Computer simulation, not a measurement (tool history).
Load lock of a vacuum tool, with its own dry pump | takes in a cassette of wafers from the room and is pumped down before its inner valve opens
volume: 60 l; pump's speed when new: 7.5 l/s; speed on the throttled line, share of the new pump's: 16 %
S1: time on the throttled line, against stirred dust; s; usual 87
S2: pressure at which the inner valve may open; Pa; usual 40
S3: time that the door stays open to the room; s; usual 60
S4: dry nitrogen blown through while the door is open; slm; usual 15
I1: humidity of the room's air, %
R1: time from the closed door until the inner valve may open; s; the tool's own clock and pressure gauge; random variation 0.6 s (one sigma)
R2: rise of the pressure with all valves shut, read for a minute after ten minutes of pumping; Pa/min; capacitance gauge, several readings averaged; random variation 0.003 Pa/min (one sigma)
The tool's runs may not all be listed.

run      day   S1  S2   S3  S4    I1     R1     R2
  1    0.000   87  40   60  15  45.8  141.2  0.111
  2    9.858   87  40   60  15  45.1  140.3  0.111
  3   15.108   77  40   60  15  44.2  132.0  0.120
  4   21.504   87  40   60  15  44.9  141.1  0.118
  5   32.371   87  40   60   9  43.4  141.1  0.127
  6   38.896   87  40   60   9  44.6  138.4  0.131
  7   45.575   87  40   60   9  42.0  141.6  0.133
  8   54.900   87  40   60   9  44.2  140.4  0.135
  9   65.662   87  40   60   9  44.3  141.8  0.146
 10   70.483   87  40   60   9  43.8  142.1  0.138
 11   81.292   87  40   27  15  44.2  142.1  0.127
 12   88.533   87  40   27  15  43.8  141.8  0.134
 13   96.567   52  50   60  15  46.2  111.2  0.144
 14  106.958   52  50   60  15  45.8  109.9  0.149
 15  111.579   52  50   60  15  42.2  111.7  0.155
 16  118.442   52  50   60  15  47.5  111.1  0.156
     122.829  -- dry pump taken out, an overhauled one fitted
 17  124.917   53  46   88  13  46.4  105.9  0.166
 18  134.546   87  40   30  15  45.5  135.2  0.155
 19  142.379  155  32  103  11  45.3  194.6  0.183
 20  147.162   87  40   60  22  45.5  136.6  0.161
 21  153.079   87  40   60  22  41.1  136.2  0.166
 22  159.258   87  28   60  10  46.4  139.6  0.186

Forecast each of these 3 alternatives for the next run:
  A  164.992  109  75  60  11  41.7   ?   ?
  B  164.992   94  35  60  15  46.3   ?   ?
  C  164.992   48  28  60  10  42.6   ?   ?

run     R1     R2
  A  149.2  0.179
  B  141.9  0.176
  C  106.8  0.179
Without the tool's hidden state the same runs would have given:
run     R1     R2
  A  149.0  0.037
  B  141.7  0.037
  C  106.6  0.036

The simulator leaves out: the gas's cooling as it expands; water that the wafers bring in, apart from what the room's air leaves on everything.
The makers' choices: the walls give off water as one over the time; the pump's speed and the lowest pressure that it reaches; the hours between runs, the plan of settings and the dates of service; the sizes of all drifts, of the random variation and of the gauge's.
